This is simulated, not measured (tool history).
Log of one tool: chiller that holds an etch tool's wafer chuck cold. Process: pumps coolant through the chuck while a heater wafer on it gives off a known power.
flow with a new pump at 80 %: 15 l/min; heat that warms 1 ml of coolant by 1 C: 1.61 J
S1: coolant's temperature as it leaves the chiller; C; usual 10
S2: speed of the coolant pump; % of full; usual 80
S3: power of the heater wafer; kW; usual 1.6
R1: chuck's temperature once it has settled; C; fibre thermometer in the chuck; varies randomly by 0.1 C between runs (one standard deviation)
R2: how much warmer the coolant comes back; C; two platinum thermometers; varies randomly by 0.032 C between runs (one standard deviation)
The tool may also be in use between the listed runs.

run      day  S1  S2     S3    R1    R2
  1        0  10  80    1.6    27  4.42
  2    5.454   4  80    1.6    21  4.41
  3    8.654   4  80    1.6  21.1  4.45
  4   13.858   3  80    1.6  20.3  4.48
  5   18.196  10  80    1.6  27.3  4.48
  6   23.871  10  80  1.221  22.9  3.45
  7   30.342  10  80  1.221  23.1  3.42
  8   37.138  10  80  1.221  23.4   3.4
  9     40.8  10  80  2.133  33.5     6
 10   47.492  14  80    1.6  31.5  4.48
 11   52.467  10  80    1.6  27.6  4.53
      54.692  -- coolant pump overhauled
 12   58.438  10  80    1.6  26.3  3.98
 13   62.592  10  80    1.6  26.5  4.02
 14    68.85  19  80    1.6  35.6  4.05
 15   72.358  19  80    1.6  35.5  4.07
 16   76.371  19  80    1.6  35.6   4.1
 17    82.35  19  80    1.6  35.9  4.14
 18   88.733  19  80    1.6  35.5  4.05
 19   95.662   4  83  1.259  16.9  3.08
 20  100.454   4  83  1.259    17  3.06
 21  103.896   7  77    1.6  24.5  4.27
     108.458  -- coolant changed, channels flushed
 22  109.054  10  62    1.6  27.5  5.19
 23    112.7   9  71  1.085  19.5  3.11
 24  119.142  10  64  1.508  26.1  4.82
 25  123.758   7  88  1.561  20.5  3.66
 26  127.042  12  63  0.938  21.9  3.03
 27  134.029   3  93  1.099  12.1  2.45
 28  140.404   6  67  0.829  14.5  2.52
 29  144.492   5  97   0.98  12.8  2.15
     147.438  -- chiller's thermometer calibrated
 30  147.438  19  94  1.759  34.3  3.94
 31  151.321  13  80    1.6  28.4  4.12

Some steps in R1, run to run, broken into two amounts with sign: the step expected even without the hidden condition (settings, incoming material, random variation), and the rest, left for the hidden condition together with whatever gauge scatter is not in both the measured and the hidden-condition-free result:
The hidden state here: heat passed by the chuck's channels, % of clean ones'; flow at a given pump speed, % of a new pump's; coolant's true temperature over the reading, C; drift of the gauge itself on chuck_c, C; drift of the gauge itself on warmer_back_c, C.
Run 8 -> 9: S3 1.221 -> 2.133. R1 +10.1 C: hidden state +1.9, all else +8.2.
Run 11 -> 12: coolant pump overhauled. R1 -1.3 C: hidden state -1.3, all else +0.
Run 18 -> 19: S1 19 -> 4, S2 80 -> 83, S3 1.6 -> 1.259. R1 -18.6 C: hidden state -0.5, all else -18.1.
Run 21 -> 22: S1 7 -> 10, S2 77 -> 62, coolant changed, channels flushed. R1 +3 C: hidden state -2.4, all else +5.4.
Run 29 -> 30: S1 5 -> 19, S2 97 -> 94, S3 0.98 -> 1.759, chiller's thermometer calibrated. R1 +21.5 C: hidden state +0.9, all else +20.6.

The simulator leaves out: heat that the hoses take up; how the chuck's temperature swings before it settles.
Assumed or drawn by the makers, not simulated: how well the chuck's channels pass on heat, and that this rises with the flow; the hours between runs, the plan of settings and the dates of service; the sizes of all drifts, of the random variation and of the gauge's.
